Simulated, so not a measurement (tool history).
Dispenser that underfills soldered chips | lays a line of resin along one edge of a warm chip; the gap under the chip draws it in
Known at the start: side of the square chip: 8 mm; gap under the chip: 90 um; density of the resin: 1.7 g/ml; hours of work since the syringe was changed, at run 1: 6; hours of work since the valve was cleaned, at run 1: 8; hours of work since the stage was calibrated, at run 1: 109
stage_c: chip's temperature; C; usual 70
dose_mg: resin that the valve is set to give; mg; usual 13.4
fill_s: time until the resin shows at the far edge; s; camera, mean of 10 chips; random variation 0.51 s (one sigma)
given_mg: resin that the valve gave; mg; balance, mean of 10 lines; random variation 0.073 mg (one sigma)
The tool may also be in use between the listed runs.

run  hour  stage_c  dose_mg  hours of work since the syringe was changed  hours of work since the valve was cleaned  hours of work since the stage was calibrated  fill_s  given_mg
  1     0       70     13.4                                            6                                          8                                           109    63.6     13.31
      2.4  -- new syringe of resin
  2   3.4       79     13.4                                            1                                         10                                           111    28.7     13.23
  3   9.5       79     13.4                                            6                                         15                                           116    37.7     13.21
     12.5  -- new syringe of resin
  4  15.4       70     13.5                                            2                                         19                                           120    47.9     13.36
  5  20.7       70     13.5                                            6                                         23                                           124    63.5     13.26
     22.6  -- new syringe of resin
  6  25.7       70     13.4                                            2                                         27                                           128    49.7     13.04
  7  31.8       70     13.4                                            7                                         32                                           133    68.9      13.1
       33  -- new syringe of resin
  8  38.1       70     13.4                                            4                                         36                                           137      55     13.07
       43  -- new syringe of resin
  9  43.4       70     13.4                                            0                                         40                                           141    43.3     12.82
 10  50.3       70     13.4                                            6                                         46                                           146    61.2     12.87
     53.2  -- new syringe of resin
 11  54.4       78     13.4                                            1                                         49                                           149    29.2     12.91
 12  58.5       64     13.4                                            4                                         52                                           152    76.8     12.84
     63.5  -- new syringe of resin
 13  64.5       64     13.4                                            1                                         56                                           157    63.8     12.74
 14  70.3       64     13.4                                            5                                         61                                           161    85.4     12.74
     73.7  -- new syringe of resin
 15  77.4       64     13.4                                            3                                         66                                           167    72.4     12.72
     83.9  -- new syringe of resin
 16  84.9       64     13.4                                            1                                         71                                           172    62.7      12.7
 17  91.6       64     13.4                                            6                                         77                                           177    90.2      12.5

Forecast each of these 3 alternatives for the next run:
     94.2  -- new syringe of resin
  A  98.3       70     16.9                                            3                                         81                                           182       ?         ?
     94.2  -- new syringe of resin
  B  98.3       57     13.3                                            3                                         81                                           182       ?         ?
     94.2  -- new syringe of resin
  C  98.3       67     13.7                                            3                                         81                                           182       ?         ?

run  fill_s  given_mg
  A    50.9     15.86
  B   111.5     12.29
  C    63.1     12.79
Without the tool's hidden state the same runs would have given:
run  fill_s  given_mg
  A    39.2     16.99
  B    84.7     13.18
  C    48.2      13.7
